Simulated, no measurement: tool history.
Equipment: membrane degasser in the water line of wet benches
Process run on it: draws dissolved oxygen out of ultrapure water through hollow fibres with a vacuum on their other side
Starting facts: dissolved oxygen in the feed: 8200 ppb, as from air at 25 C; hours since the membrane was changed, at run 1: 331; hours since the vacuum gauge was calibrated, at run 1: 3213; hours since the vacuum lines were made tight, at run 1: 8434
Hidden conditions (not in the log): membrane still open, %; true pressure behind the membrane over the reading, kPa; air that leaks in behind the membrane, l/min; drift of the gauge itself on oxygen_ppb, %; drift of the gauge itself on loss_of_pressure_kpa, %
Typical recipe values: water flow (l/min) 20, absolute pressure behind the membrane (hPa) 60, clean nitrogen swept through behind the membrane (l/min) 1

run,hour,water flow (l/min),absolute pressure behind the membrane (hPa),clean nitrogen swept through behind the membrane (l/min),hours since the membrane was changed,hours since the vacuum gauge was calibrated,hours since the vacuum lines were made tight,dissolved oxygen in the water behind the degasser (ppb),pressure that the water loses in the fibres (hPa)
1,0,20,60,1,331,3213,8434,125.4,693.3
2,46.9,20,60,1,378,3260,8481,125.6,691.4
3,88.6,20,60,1,419,3302,8523,124.9,692.3
4,125.2,20,60,1,456,3338,8559,125.4,697.8
5,159.3,20,60,2.56,490,3372,8593,54.2,694.1
6,210.5,20,60,2.56,541,3424,8645,54,693
7,274.9,20,60,2.56,606,3488,8709,53.9,694.4
8,336.2,20,60,2.56,667,3549,8770,54.3,692.5
9,394.4,20,48.3,2.56,725,3608,8829,32.4,694.7
10,435.5,16,60,1,766,3649,8870,103.4,554.6
11,502.4,16,60,1,833,3715,8936,102.4,553.7
12,555.3,16,60,1,886,3768,8989,102.5,556.8
13,598.5,20,60,2.06,929,3812,9033,66.2,693.4
14,638.4,20,60,2.06,969,3852,9073,65.7,693.9
15,689.9,20,60,1,1021,3903,9124,125.3,693.1
16,746.9,20,60,1,1078,3960,9181,125.5,691.9
# hour 776.3: vacuum gauge calibrated
17,776.3,20,60,1,1107,0,9210,125.7,696.5
18,814.1,20,60,1,1144,38,9248,125.6,694.5
19,843.1,20,36.7,1.39,1173,67,9277,17.6,696
20,890.4,19,60,2.75,1221,114,9324,48,656.3
21,925.5,15,60,1,1256,149,9359,96.1,521.2
22,964.3,15,60,1,1295,188,9398,95.9,521.1
23,1002.6,25,120.4,2.11,1333,226,9436,241.3,868
24,1048.2,25,120.4,2.11,1378,272,9482,241.4,868.3
25,1094.9,26,84.1,2.11,1425,319,9529,151.1,904.3
26,1123.8,14,84.1,1.1,1454,348,9557,152.2,487
27,1158.8,14,84.1,1.1,1489,383,9592,153.3,487.3
28,1224.1,31,82.1,0.47,1554,448,9658,562.7,1070.8
29,1286.3,31,82.1,0.47,1617,510,9720,562.7,1077.2
30,1351.5,20,109.9,0.46,1682,575,9785,627.5,694
31,1417.9,23,95.5,0.65,1748,642,9852,442.7,800
32,1456.5,20,47.2,1,1787,680,9890,69.7,692.8
33,1485.8,20,47.2,1,1816,710,9919,69.3,693.3

Across each entry between runs, compare the hidden state at the last listed run before it with the hidden state at the first listed run after it:
Between runs 16 and 17: vacuum gauge calibrated (hour 776.3)
  nothing in the hidden state changes from one run to the other

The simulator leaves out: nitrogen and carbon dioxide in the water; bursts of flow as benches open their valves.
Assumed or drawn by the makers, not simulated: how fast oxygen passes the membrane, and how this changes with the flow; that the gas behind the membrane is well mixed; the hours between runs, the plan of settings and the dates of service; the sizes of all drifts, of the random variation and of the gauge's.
